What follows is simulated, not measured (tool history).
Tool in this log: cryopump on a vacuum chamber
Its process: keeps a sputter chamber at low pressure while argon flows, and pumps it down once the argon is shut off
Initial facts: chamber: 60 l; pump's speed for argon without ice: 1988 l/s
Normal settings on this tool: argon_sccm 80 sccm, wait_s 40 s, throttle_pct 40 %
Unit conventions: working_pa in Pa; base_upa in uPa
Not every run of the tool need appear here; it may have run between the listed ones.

run    hour  argon_sccm  wait_s  throttle_pct  working_pa  base_upa
  1     0.0          80      40            40      0.1851      2.66
       63.5  -- pump warmed up, emptied and cooled again
  2    88.6          80      40            42      0.1640      2.52
  3   168.2          80      40            25      0.2726      2.61
  4   274.6          80      40            40      0.1736      2.57
  5   324.8          80     192            40      0.1737      1.07
  6   391.1          80     192            40      0.1726      1.16
  7   487.5          80     192            40      0.1735      1.12
  8   567.8          80      90            40      0.1743      1.65
  9   679.4          80      90            40      0.1769      1.71
 10   746.4          80      90            40      0.1767      1.71
 11   869.9         149     102            30      0.4370      1.64
 12   959.8         149     102            30      0.4364      1.68
 13  1026.3          47     102            30      0.1383      1.72
 14  1102.0          47     102            30      0.1394      1.75
 15  1190.6          47      26            17      0.2418      3.97
 16  1267.9          39     145            28      0.1240      1.60
 17  1387.6          75      74            19      0.3457      2.18
 18  1495.4          75      74            19      0.3467      2.19
 19  1614.4          69      44            19      0.3204      2.98

Alternative continuations, all from the tool just after run 19; predict every row:
     1645.1  -- pump warmed up, emptied and cooled again
  A  1714.0         160      40            26           ?         ?
     1645.1  -- pump warmed up, emptied and cooled again
  B  1714.0          69      67            19           ?         ?
     1645.1  -- pump warmed up, emptied and cooled again
  C  1714.0          57      40            40           ?         ?
     1645.1  -- pump warmed up, emptied and cooled again
  D  1714.0         111      99            40           ?         ?

run  working_pa  base_upa
  A      0.5226      2.96
  B      0.3084      2.23
  C      0.1224      2.89
  D      0.2395      1.86
What these runs would have given with no unlogged condition in the tool:
run  working_pa  base_upa
  A      0.5186      2.03
  B      0.3067      1.28
  C      0.1210      1.98
  D      0.2368      0.93
